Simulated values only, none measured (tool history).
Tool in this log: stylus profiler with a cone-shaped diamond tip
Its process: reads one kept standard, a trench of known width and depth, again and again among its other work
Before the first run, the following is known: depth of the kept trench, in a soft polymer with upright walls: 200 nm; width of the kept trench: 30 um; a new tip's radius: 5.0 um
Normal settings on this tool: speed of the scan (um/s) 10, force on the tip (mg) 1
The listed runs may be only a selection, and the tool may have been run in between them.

run,hour,speed of the scan (um/s),force on the tip (mg),depth of the trench (angstrom),width of the trench's floor (nm)
1,0,10,1,2019.6,25960
2,32.9,37,1,2019.9,25670
3,100,37,1,2019.8,25690
4,142.2,37,1,2019.9,25660
5,183.5,37,1,2020.6,25630
6,244.2,37,1,2020.4,25600
# hour 250.1: height scale calibrated on a step standard
7,288.7,10,1,2022.1,25830
8,346.6,10,0.56,2015.9,25770
9,395.1,10,0.56,2016.1,25810
# hour 415.1: height scale calibrated on a step standard, once more
10,457,10,0.56,2012.4,25720
11,492,10,0.56,2011.8,25700
12,528.2,10,0.56,2012.9,25780
13,578,2,0.89,2016.7,25830
14,610.8,2,0.89,2017.2,25810
15,646.3,19,0.89,2017.2,25590
16,693.1,19,0.89,2017.4,25620
17,746.8,19,0.89,2016.7,25570
18,782.8,19,0.89,2017.9,25570
19,821.4,12,0.34,2010.1,25620
20,871.8,12,0.34,2010.7,25540
21,939.7,12,0.34,2010.2,25480

5 options for the next run, each taken on its own from the tool as it stands now. Forecast them:
A,983.9,7,0.75,?,?
B,983.9,11,0.93,?,?
C,983.9,10,0.57,?,?
D,983.9,12,0.55,?,?
E,983.9,3,1,?,?

run,depth of the trench (angstrom),width of the trench's floor (nm)
A,2016.9,25690
B,2018.8,25610
C,2014,25580
D,2013.5,25490
E,2020.1,25680
The same runs, with their run-to-run variation unchanged, on a tool lacking any hidden condition would have given:
run,depth of the trench (angstrom),width of the trench's floor (nm)
A,2015.2,27200
B,2017.1,27120
C,2012.2,27090
D,2011.8,27000
E,2018.3,27190

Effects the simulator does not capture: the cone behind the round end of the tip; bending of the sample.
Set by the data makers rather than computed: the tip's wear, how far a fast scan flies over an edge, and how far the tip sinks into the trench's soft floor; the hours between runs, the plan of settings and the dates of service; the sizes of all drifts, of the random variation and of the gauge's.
